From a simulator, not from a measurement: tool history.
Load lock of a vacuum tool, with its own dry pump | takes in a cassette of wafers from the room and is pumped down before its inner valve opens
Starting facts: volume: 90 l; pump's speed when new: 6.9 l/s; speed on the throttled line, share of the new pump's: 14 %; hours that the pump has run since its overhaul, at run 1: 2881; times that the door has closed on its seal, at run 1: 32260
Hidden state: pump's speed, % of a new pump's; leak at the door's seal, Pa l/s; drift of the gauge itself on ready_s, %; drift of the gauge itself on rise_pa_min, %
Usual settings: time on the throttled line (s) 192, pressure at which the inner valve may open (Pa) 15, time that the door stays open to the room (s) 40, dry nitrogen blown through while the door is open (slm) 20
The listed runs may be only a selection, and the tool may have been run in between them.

| run | hour | time on the throttled line (s) | pressure at which the inner valve may open (Pa) | time that the door stays open to the room (s) | dry nitrogen blown through while the door is open (slm) | hours that the pump has run since its overhaul | times that the door has closed on its seal | incoming humidity of the room's air, % | time from the closed door until the inner valve may open (s) | rise of the pressure with all valves shut (Pa/min) |
|---|---|---|---|---|---|---|---|---|---|---|
| 1 | 0 | 192 | 15 | 40 | 20 | 2881 | 32260 | 43.7 | 281.1 | 0.142 |
| 2 | 593.9 | 360 | 15 | 40 | 20 | 3475 | 34445 | 45.6 | 425.8 | 0.154 |
| 3 | 1224 | 360 | 15 | 40 | 20 | 4105 | 36764 | 45.5 | 428.1 | 0.161 |
| 4 | 1496.7 | 115 | 15 | 40 | 20 | 4378 | 37767 | 45.3 | 216.5 | 0.177 |
| 5 | 2140.6 | 115 | 15 | 40 | 20 | 5022 | 40136 | 43.4 | 218.3 | 0.194 |
| 6 | 2459.8 | 192 | 15 | 40 | 20 | 5341 | 41311 | 43.9 | 283 | 0.196 |
| 7 | 3060 | 192 | 15 | 40 | 20 | 5941 | 43520 | 44.4 | 284.9 | 0.214 |
| 8 | 3622.6 | 192 | 15 | 40 | 20 | 6504 | 45590 | 50.1 | 284.5 | 0.228 |
| 9 | 3979.6 | 192 | 15 | 40 | 20 | 6861 | 46903 | 43.3 | 282.9 | 0.243 |
| 10 | 4402.2 | 192 | 15 | 40 | 17 | 7283 | 48458 | 44.9 | 286.1 | 0.251 |
| 11 | 5010.1 | 192 | 15 | 40 | 20 | 7891 | 50695 | 42.6 | 285.2 | 0.268 |
| 12 | 5483.4 | 192 | 15 | 40 | 20 | 8365 | 52437 | 43.3 | 286.7 | 0.281 |
| 13 | 6102.9 | 149 | 15 | 40 | 20 | 8984 | 54716 | 45.7 | 250.3 | 0.296 |
|  | 6459.3 | door's seal changed, seat wiped |
| 14 | 6691.3 | 149 | 15 | 40 | 20 | 9571 | 854 | 46.8 | 249.3 | 0.012 |
| 15 | 7193.9 | 149 | 15 | 40 | 20 | 10074 | 2703 | 43.4 | 251.1 | 0.013 |
| 16 | 7803.9 | 192 | 15 | 40 | 20 | 10684 | 4948 | 45.4 | 287 | 0.015 |
| 17 | 8319.7 | 192 | 15 | 40 | 20 | 11199 | 6845 | 48.9 | 287.8 | 0.023 |
| 18 | 8581.8 | 192 | 18 | 40 | 20 | 11461 | 7810 | 45.1 | 284.7 | 0.028 |
| 19 | 9155.2 | 192 | 18 | 40 | 20 | 12035 | 9920 | 47.5 | 286.3 | 0.027 |
| 20 | 9686.6 | 192 | 16 | 40 | 6 | 12566 | 11875 | 45.7 | 287.4 | 0.044 |
| 21 | 10281.8 | 321 | 15 | 26 | 8 | 13161 | 14065 | 44.6 | 400.7 | 0.049 |
| 22 | 10831.5 | 321 | 15 | 26 | 8 | 13711 | 16088 | 44.3 | 399.3 | 0.053 |
| 23 | 11453.2 | 321 | 15 | 26 | 8 | 14333 | 18376 | 46.8 | 401.1 | 0.061 |
| 24 | 11775.5 | 192 | 15 | 49 | 20 | 14655 | 19562 | 46.5 | 292 | 0.068 |
| 25 | 12135.3 | 192 | 11 | 40 | 20 | 15015 | 20885 | 40.7 | 296.2 | 0.072 |
| 26 | 12643.8 | 192 | 25 | 73 | 7 | 15523 | 22756 | 49.6 | 284.3 | 0.092 |
| 27 | 13079 | 220 | 18 | 93 | 39 | 15959 | 24358 | 42 | 314.1 | 0.083 |
| 28 | 13590.4 | 192 | 15 | 92 | 15 | 16470 | 26240 | 47.2 | 292.7 | 0.101 |
| 29 | 14050.6 | 107 | 30 | 76 | 41 | 16930 | 27933 | 44.2 | 212.2 | 0.103 |
| 30 | 14362.8 | 192 | 15 | 38 | 8 | 17242 | 29082 | 47.1 | 292.6 | 0.112 |
| 31 | 14745.2 | 192 | 15 | 203 | 5 | 17625 | 30489 | 46.9 | 293.1 | 0.165 |
| 32 | 15068.5 | 264 | 27 | 203 | 5 | 17948 | 31679 | 47.5 | 344.9 | 0.173 |
| 33 | 15393.4 | 264 | 27 | 203 | 5 | 18273 | 32874 | 45.7 | 343.8 | 0.174 |
| 34 | 16022.2 | 264 | 26 | 59 | 14 | 18902 | 35188 | 44.6 | 348.5 | 0.149 |
|  | 16313.2 | dry pump taken out, an overhauled one fitted |
| 35 | 16671.8 | 264 | 28 | 59 | 14 | 359 | 37556 | 43.7 | 332.1 | 0.168 |
| 36 | 17130.3 | 264 | 28 | 59 | 14 | 817 | 39243 | 43.9 | 334.5 | 0.174 |

Alternative continuations, all from the tool just after run 36; predict every row:
| A | 17491.3 | 192 | 25 | 29 | 20 | 1178 | 40571 | 42.3 | ? | ? |
| B | 17491.3 | 192 | 15 | 40 | 36 | 1178 | 40571 | 47.3 | ? | ? |
| C | 17491.3 | 192 | 24 | 40 | 9 | 1178 | 40571 | 42.4 | ? | ? |
| D | 17491.3 | 217 | 14 | 56 | 14 | 1178 | 40571 | 46 | ? | ? |

| run | time from the closed door until the inner valve may open (s) | rise of the pressure with all valves shut (Pa/min) |
|---|---|---|
| A | 271.6 | 0.181 |
| B | 281.5 | 0.17 |
| C | 274.2 | 0.185 |
| D | 303 | 0.189 |
Take away the tool's hidden state, keep each run's random variation, and the runs would have read:
| run | time from the closed door until the inner valve may open (s) | rise of the pressure with all valves shut (Pa/min) |
|---|---|---|
| A | 271.2 | 0.012 |
| B | 281.1 | 0.003 |
| C | 273.8 | 0.016 |
| D | 302.5 | 0.018 |
